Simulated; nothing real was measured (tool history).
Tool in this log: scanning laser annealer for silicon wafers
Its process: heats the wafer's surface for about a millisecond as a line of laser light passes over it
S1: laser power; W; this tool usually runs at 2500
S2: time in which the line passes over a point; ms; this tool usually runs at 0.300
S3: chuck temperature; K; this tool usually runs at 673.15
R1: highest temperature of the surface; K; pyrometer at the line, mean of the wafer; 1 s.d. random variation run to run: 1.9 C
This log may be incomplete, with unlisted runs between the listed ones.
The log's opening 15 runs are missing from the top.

Run 16, hour 471.8: usual settings but S2 0.360 ms. Result: R1 1548.15 K.
Run 17, hour 515.7: usual settings but S2 0.360 ms. Result: R1 1543.15 K.
Run 18, hour 562.1: usual settings but S1 2738 W, S2 0.360 ms. Result: R1 1632.15 K.
Run 19, hour 601.2: usual settings. Result: R1 1462.15 K.
Run 20, hour 625.7: usual settings. Result: R1 1462.15 K.
Run 21, hour 668.1: usual settings but S1 2248 W, S2 0.362 ms. Result: R1 1449.15 K.
Run 22, hour 698.5: usual settings but S1 2155 W, S2 0.291 ms, S3 686.15 K. Result: R1 1343.15 K.
Run 23, hour 733.0: usual settings but S1 2155 W, S2 0.291 ms, S3 686.15 K. Result: R1 1346.15 K.
Run 24, hour 775.3: usual settings but S1 2556 W, S2 0.294 ms. Result: R1 1471.15 K.
Run 25, hour 807.5: usual settings but S1 2171 W, S2 0.227 ms, S3 667.15 K. Result: R1 1245.15 K.
Run 26, hour 830.0: usual settings but S1 2186 W, S2 0.309 ms, S3 693.15 K. Result: R1 1384.15 K.
Run 27, hour 854.5: usual settings but S1 2152 W, S2 0.312 ms, S3 690.15 K. Result: R1 1369.15 K.
Run 28, hour 875.4: usual settings but S1 2152 W, S2 0.312 ms, S3 690.15 K. Result: R1 1370.15 K.
Run 29, hour 915.0: usual settings but S3 695.15 K. Result: R1 1474.15 K.
Run 30, hour 947.7: usual settings but S3 695.15 K. Result: R1 1477.15 K.
Run 31, hour 980.6: usual settings but S1 2695 W, S2 0.262 ms. Result: R1 1465.15 K.
Run 32, hour 1020.1: usual settings but S1 2673 W, S2 0.294 ms, S3 703.15 K. Result: R1 1534.15 K.
Run 33, hour 1055.3: usual settings but S1 2167 W, S2 0.294 ms, S3 678.15 K. Result: R1 1338.15 K.
Run 34, hour 1085.8: usual settings but S1 2167 W, S2 0.323 ms, S3 698.15 K. Result: R1 1391.15 K.
Run 35, hour 1110.1: usual settings but S1 2167 W, S2 0.345 ms, S3 711.15 K. Result: R1 1427.15 K.
Run 36, hour 1133.2: usual settings but S1 2167 W, S2 0.345 ms, S3 711.15 K. Result: R1 1431.15 K.
Run 37, hour 1158.9: usual settings but S1 2340 W, S2 0.345 ms, S3 703.15 K. Result: R1 1478.15 K.
Run 38, hour 1204.8: usual settings but S1 2138 W. Result: R1 1326.15 K.
Run 39, hour 1233.8: usual settings but S1 2138 W. Result: R1 1328.15 K.
Run 40, hour 1262.2: usual settings but S1 2520 W, S2 0.354 ms, S3 662.15 K. Result: R1 1515.15 K.

Forecast each of these 4 alternatives for the next run:
Run A, hour 1309.1: usual settings but S1 2249 W, S2 0.287 ms. Result: R1 ?.
Run B, hour 1309.1: usual settings but S1 2595 W, S2 0.264 ms, S3 707.15 K. Result: R1 ?.
Run C, hour 1309.1: usual settings but S1 2381 W, S2 0.297 ms, S3 661.15 K. Result: R1 ?.
Run D, hour 1309.1: usual settings but S1 2269 W, S2 0.372 ms, S3 651.15 K. Result: R1 ?.

run       R1
  A  1346.15
  B  1461.15
  C  1394.15
  D  1431.15
The same runs, with their run-to-run variation unchanged, on a tool lacking any hidden condition would have given:
run       R1
  A  1372.15
  B  1489.15
  C  1421.15
  D  1460.15
